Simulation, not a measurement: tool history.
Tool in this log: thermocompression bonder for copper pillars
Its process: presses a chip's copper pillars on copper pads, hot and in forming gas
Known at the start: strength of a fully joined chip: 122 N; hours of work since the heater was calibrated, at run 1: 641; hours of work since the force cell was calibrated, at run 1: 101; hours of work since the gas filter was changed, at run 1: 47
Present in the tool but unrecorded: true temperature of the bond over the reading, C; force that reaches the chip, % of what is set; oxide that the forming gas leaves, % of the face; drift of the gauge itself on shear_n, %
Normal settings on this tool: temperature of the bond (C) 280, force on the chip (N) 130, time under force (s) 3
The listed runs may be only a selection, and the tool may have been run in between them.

run	hour	temperature of the bond (C)	force on the chip (N)	time under force (s)	hours of work since the heater was calibrated	hours of work since the force cell was calibrated	hours of work since the gas filter was changed	force that shears a chip off (N)
1	0.0	280	130	3	641	101	47	70.8
2	24.4	280	130	3	654	114	59	71.9
3	50.0	280	130	3	667	127	72	71.1
4	75.2	280	130	3	679	139	85	71.3
5	91.1	280	130	3	688	147	93	71.5
6	108.9	280	130	9	697	157	102	94.3
7	121.9	280	130	9	703	163	109	95.2
8	147.1	280	130	9	716	176	122	95.2
9	172.8	309	130	3	729	189	135	92.4
10	199.2	280	162	3	742	202	148	85.8
11	225.4	280	162	3	756	216	162	85.1
12	240.3	280	162	3	763	223	169	85.7
13	262.3	263	130	3	774	234	180	58.0
14	274.6	263	130	3	781	241	186	57.6
15	286.7	263	130	7	787	247	193	75.5

Expected results for the next run?
16	312.9	280	130	5	800	260	206	?

{"run 16": {"force that shears a chip off (N)": 82.4}}
Take away the tool's hidden state, keep the run-to-run variation as it was, and the same run would have given force that shears a chip off (N) 75.8.
